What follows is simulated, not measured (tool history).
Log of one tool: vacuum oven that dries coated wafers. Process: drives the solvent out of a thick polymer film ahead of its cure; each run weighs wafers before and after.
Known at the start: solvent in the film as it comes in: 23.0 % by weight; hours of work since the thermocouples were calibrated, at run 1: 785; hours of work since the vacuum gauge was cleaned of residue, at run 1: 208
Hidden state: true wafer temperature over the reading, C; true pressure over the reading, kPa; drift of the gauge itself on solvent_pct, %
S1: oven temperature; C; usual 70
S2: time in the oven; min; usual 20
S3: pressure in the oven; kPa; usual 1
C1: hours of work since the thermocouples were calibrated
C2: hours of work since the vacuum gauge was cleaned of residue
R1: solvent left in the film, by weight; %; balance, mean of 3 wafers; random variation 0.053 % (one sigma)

run	day	S1	S2	S3	C1	C2	R1
1	0	70	20	1	785	208	2.2
2	0.758	70	20	1	792	215	2.23
3	1.783	70	20	1	802	225	2.09
4	2.546	70	12	1	809	233	5.03
5	3.679	70	12	1	820	244	4.86
6	4.583	70	12	1	829	252	4.81
7	5.729	70	32	1	840	263	0.81
8	6.758	70	32	1	850	273	0.87
9	7.767	71	11	0.79	860	283	5.05
10	8.929	83	23	0.67	871	295	0.22
11	9.629	83	23	0.67	878	301	0.18
12	10.367	83	23	0.67	885	308	0.02
13	11.458	66	20	1	896	319	3.65
14	12.35	66	35	1.4	904	328	1.71
15	13.162	79	20	1	912	336	0.52
16	14.246	71	13	1.45	923	346	4.12

Hidden state or all else? Some run-to-run changes of R1, split into what the settings, what came in and random variation would give without the hidden state, and what is left for the hidden state (with any gauge scatter that isn't in both results):
Run 9 -> 10: S1 71 -> 83, S2 11 -> 23, S3 0.79 -> 0.67. R1 -4.83 %: hidden state -0.44, all else -4.39.
